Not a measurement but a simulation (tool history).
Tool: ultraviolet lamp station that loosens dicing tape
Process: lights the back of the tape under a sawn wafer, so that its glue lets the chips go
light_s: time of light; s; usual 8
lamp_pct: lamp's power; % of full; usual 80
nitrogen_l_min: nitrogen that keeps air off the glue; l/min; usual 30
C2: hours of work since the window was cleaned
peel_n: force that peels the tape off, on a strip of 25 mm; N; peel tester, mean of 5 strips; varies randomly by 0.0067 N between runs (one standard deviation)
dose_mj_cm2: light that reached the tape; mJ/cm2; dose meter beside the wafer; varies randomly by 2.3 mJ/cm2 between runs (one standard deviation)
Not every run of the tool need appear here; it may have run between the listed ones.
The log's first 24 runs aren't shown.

{"run": 25, "hour": 287.3, "light_s": 10, "lamp_pct": 80, "nitrogen_l_min": 18, "hours of work of the lamp": 166, "C2": 388, "peel_n": 0.217, "dose_mj_cm2": 274}
{"run": 26, "hour": 296.6, "light_s": 4, "lamp_pct": 80, "nitrogen_l_min": 30, "hours of work of the lamp": 170, "C2": 392, "peel_n": 1.19, "dose_mj_cm2": 110}
{"run": 27, "hour": 310.9, "light_s": 4, "lamp_pct": 80, "nitrogen_l_min": 30, "hours of work of the lamp": 177, "C2": 398, "peel_n": 1.236, "dose_mj_cm2": 113}
{"run": 28, "hour": 326.5, "light_s": 8, "lamp_pct": 62, "nitrogen_l_min": 30, "hours of work of the lamp": 184, "C2": 405, "peel_n": 0.402, "dose_mj_cm2": 167}
{"run": 29, "hour": 340.7, "light_s": 8, "lamp_pct": 62, "nitrogen_l_min": 30, "hours of work of the lamp": 190, "C2": 412, "peel_n": 0.413, "dose_mj_cm2": 170}
{"run": 30, "hour": 348.5, "light_s": 8, "lamp_pct": 62, "nitrogen_l_min": 35, "hours of work of the lamp": 193, "C2": 415, "peel_n": 0.349, "dose_mj_cm2": 172}
{"run": 31, "hour": 361.2, "light_s": 8, "lamp_pct": 62, "nitrogen_l_min": 35, "hours of work of the lamp": 199, "C2": 421, "peel_n": 0.374, "dose_mj_cm2": 171}
{"run": 32, "hour": 373.1, "light_s": 5, "lamp_pct": 93, "nitrogen_l_min": 12, "hours of work of the lamp": 204, "C2": 426, "peel_n": 1.318, "dose_mj_cm2": 161}
{"run": 33, "hour": 381.2, "light_s": 8, "lamp_pct": 73, "nitrogen_l_min": 24, "hours of work of the lamp": 208, "C2": 430, "peel_n": 0.347, "dose_mj_cm2": 198}
{"run": 34, "hour": 395.8, "light_s": 8, "lamp_pct": 73, "nitrogen_l_min": 24, "hours of work of the lamp": 214, "C2": 436, "peel_n": 0.36, "dose_mj_cm2": 203}
{"run": 35, "hour": 407.8, "light_s": 8, "lamp_pct": 94, "nitrogen_l_min": 52, "hours of work of the lamp": 220, "C2": 441, "peel_n": 0.14, "dose_mj_cm2": 262}
{"run": 36, "hour": 416.5, "light_s": 9, "lamp_pct": 89, "nitrogen_l_min": 16, "hours of work of the lamp": 223, "C2": 445, "peel_n": 0.243, "dose_mj_cm2": 276}
{"run": 37, "hour": 429.2, "light_s": 12, "lamp_pct": 67, "nitrogen_l_min": 24, "hours of work of the lamp": 229, "C2": 451, "peel_n": 0.174, "dose_mj_cm2": 279}
{"run": 38, "hour": 441.1, "light_s": 11, "lamp_pct": 67, "nitrogen_l_min": 30, "hours of work of the lamp": 234, "C2": 456, "peel_n": 0.173, "dose_mj_cm2": 259}
{"run": 39, "hour": 454.0, "light_s": 11, "lamp_pct": 67, "nitrogen_l_min": 30, "hours of work of the lamp": 240, "C2": 462, "peel_n": 0.172, "dose_mj_cm2": 252}
{"run": 40, "hour": 471.2, "light_s": 7, "lamp_pct": 69, "nitrogen_l_min": 36, "hours of work of the lamp": 248, "C2": 469, "peel_n": 0.376, "dose_mj_cm2": 164}
{"run": 41, "hour": 480.7, "light_s": 5, "lamp_pct": 80, "nitrogen_l_min": 36, "hours of work of the lamp": 252, "C2": 474, "peel_n": 0.593, "dose_mj_cm2": 140}
{"run": 42, "hour": 491.5, "light_s": 5, "lamp_pct": 80, "nitrogen_l_min": 36, "hours of work of the lamp": 257, "C2": 478, "peel_n": 0.601, "dose_mj_cm2": 138}
{"run": 43, "hour": 499.0, "light_s": 4, "lamp_pct": 80, "nitrogen_l_min": 36, "hours of work of the lamp": 260, "C2": 482, "peel_n": 1.04, "dose_mj_cm2": 110}

What if the next run were any one of these 5? Each begins from the tool's condition after run 43:
{"run": "A", "hour": 510.6, "light_s": 5, "lamp_pct": 91, "nitrogen_l_min": 36, "hours of work of the lamp": 265, "C2": 487, "peel_n": "?", "dose_mj_cm2": "?"}
{"run": "B", "hour": 510.6, "light_s": 4, "lamp_pct": 64, "nitrogen_l_min": 36, "hours of work of the lamp": 265, "C2": 487, "peel_n": "?", "dose_mj_cm2": "?"}
{"run": "C", "hour": 510.6, "light_s": 8, "lamp_pct": 70, "nitrogen_l_min": 9, "hours of work of the lamp": 265, "C2": 487, "peel_n": "?", "dose_mj_cm2": "?"}
{"run": "D", "hour": 510.6, "light_s": 8, "lamp_pct": 100, "nitrogen_l_min": 10, "hours of work of the lamp": 265, "C2": 487, "peel_n": "?", "dose_mj_cm2": "?"}
{"run": "E", "hour": 510.6, "light_s": 8, "lamp_pct": 62, "nitrogen_l_min": 13, "hours of work of the lamp": 265, "C2": 487, "peel_n": "?", "dose_mj_cm2": "?"}

run=A peel_n=0.434 dose_mj_cm2=154
run=B peel_n=1.708 dose_mj_cm2=87
run=C peel_n=1.123 dose_mj_cm2=196
run=D peel_n=0.417 dose_mj_cm2=276
run=E peel_n=1.017 dose_mj_cm2=170
Without the tool's unlogged condition, the same runs would have read:
run=A peel_n=0.432 dose_mj_cm2=154
run=B peel_n=1.702 dose_mj_cm2=88
run=C peel_n=1.118 dose_mj_cm2=196
run=D peel_n=0.415 dose_mj_cm2=276
run=E peel_n=1.013 dose_mj_cm2=171
